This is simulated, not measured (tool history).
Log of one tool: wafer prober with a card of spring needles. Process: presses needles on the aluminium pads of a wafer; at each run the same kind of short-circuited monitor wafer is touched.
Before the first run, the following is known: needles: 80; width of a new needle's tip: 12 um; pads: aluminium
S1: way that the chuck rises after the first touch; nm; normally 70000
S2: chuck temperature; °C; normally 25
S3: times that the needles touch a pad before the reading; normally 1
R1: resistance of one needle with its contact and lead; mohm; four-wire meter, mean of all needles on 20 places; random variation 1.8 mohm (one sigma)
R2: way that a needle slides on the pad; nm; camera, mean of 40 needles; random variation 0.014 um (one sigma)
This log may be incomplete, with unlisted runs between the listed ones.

run	hour	S1	S2	S3	R1	R2
1	0	70000	25	1	212	19020
# hour 3.3: tips cleaned on abrasive film
# hour 29.2: tips cleaned on abrasive film
2	48.9	70000	25	1	208	18990
# hour 56.3: tips cleaned on abrasive film
# hour 84: tips cleaned on abrasive film
3	105.1	70000	25	2	199	18960
# hour 110.4: tips cleaned on abrasive film
# hour 137: tips cleaned on abrasive film
4	150.7	70000	25	2	197	18940
# hour 162: tips cleaned on abrasive film
# hour 186.3: tips cleaned on abrasive film
5	200.1	70000	25	1	206	18920
# hour 212.9: tips cleaned on abrasive film
6	235.3	70000	117	1	225	18880
# hour 240.2: tips cleaned on abrasive film
# hour 240.5: height of the first contact set anew
# hour 265.5: tips cleaned on abrasive film
7	273.3	70000	117	1	216	18770
# hour 289.9: tips cleaned on abrasive film
# hour 315.2: tips cleaned on abrasive film
8	319.3	70000	117	1	208	18740
# hour 339.8: tips cleaned on abrasive film
9	357.8	70000	117	1	225	18750
# hour 367.1: tips cleaned on abrasive film
# hour 393.4: tips cleaned on abrasive film
10	393.4	70000	25	1	185	18720
# hour 419.5: tips cleaned on abrasive film
11	427.5	70000	25	1	199	18700
# hour 445.4: tips cleaned on abrasive film
# hour 471.9: height of the first contact set anew, once more
# hour 472: tips cleaned on abrasive film
12	487.1	70000	25	1	207	19160
# hour 500.1: tips cleaned on abrasive film
13	520.8	70000	88	1	216	19150
# hour 525: tips cleaned on abrasive film
# hour 551.5: tips cleaned on abrasive film
# hour 575.5: tips cleaned on abrasive film
14	575.5	70000	88	1	195	19120
# hour 599.3: tips cleaned on abrasive film
15	614.3	70000	88	1	213	19100
# hour 623.3: tips cleaned on abrasive film
# hour 649.1: tips cleaned on abrasive film
16	664.3	70000	88	1	217	19090
# hour 673.6: tips cleaned on abrasive film
# hour 698.7: tips cleaned on abrasive film
17	719.6	70000	88	1	219	19050
# hour 723.1: tips cleaned on abrasive film
# hour 747.3: tips cleaned on abrasive film
18	751.9	70000	88	1	200	19010
# hour 771.3: tips cleaned on abrasive film
# hour 795.5: tips cleaned on abrasive film
19	812.1	70000	87	1	219	18970
# hour 821.7: tips cleaned on abrasive film
# hour 846.3: tips cleaned on abrasive film
20	861.1	60000	80	2	214	16240
# hour 872.2: tips cleaned on abrasive film
21	891	60000	80	2	215	16230
# hour 899.2: tips cleaned on abrasive film
22	922.6	72000	25	1	214	19510
# hour 926.9: tips cleaned on abrasive film
# hour 951.7: tips cleaned on abrasive film
# hour 971.6: height of the first contact set anew
23	971.6	89000	32	1	202	24390
# hour 979.2: tips cleaned on abrasive film
# hour 1007: tips cleaned on abrasive film
24	1028.4	89000	32	1	202	24370
# hour 1031.9: tips cleaned on abrasive film
# hour 1055.8: tips cleaned on abrasive film
# hour 1080.5: tips cleaned on abrasive film
25	1082.4	63000	25	1	191	17220
# hour 1105.7: tips cleaned on abrasive film
26	1128.1	63000	25	1	221	17170
# hour 1132.4: tips cleaned on abrasive film
# hour 1158.4: tips cleaned on abrasive film
27	1166.8	63000	25	1	207	17170
# hour 1187: tips cleaned on abrasive film
# hour 1212.4: tips cleaned on abrasive film
28	1220.3	63000	25	1	204	17120
# hour 1239.6: tips cleaned on abrasive film
# hour 1265.6: tips cleaned on abrasive film
29	1265.8	70000	99	2	203	19030
# hour 1291.2: tips cleaned on abrasive film
30	1313.7	70000	99	2	214	19030
# hour 1318.1: tips cleaned on abrasive film
# hour 1345.2: tips cleaned on abrasive film
31	1352.6	70000	99	2	206	18980

Forecast each of these 4 alternatives for the next run:
# hour 1370.3: tips cleaned on abrasive film
A	1378.8	58000	48	2	?	?
# hour 1370.3: tips cleaned on abrasive film
B	1378.8	66000	99	1	?	?
# hour 1370.3: tips cleaned on abrasive film
C	1378.8	57000	82	2	?	?
# hour 1370.3: tips cleaned on abrasive film
D	1378.8	86000	38	1	?	?

run	R1	R2
A	201	15690
B	219	17900
C	209	15400
D	194	23390
With the hidden condition removed and each run's random variation left untouched, the same runs would have given:
run	R1	R2
A	185	15890
B	200	18100
C	193	15600
D	181	23590
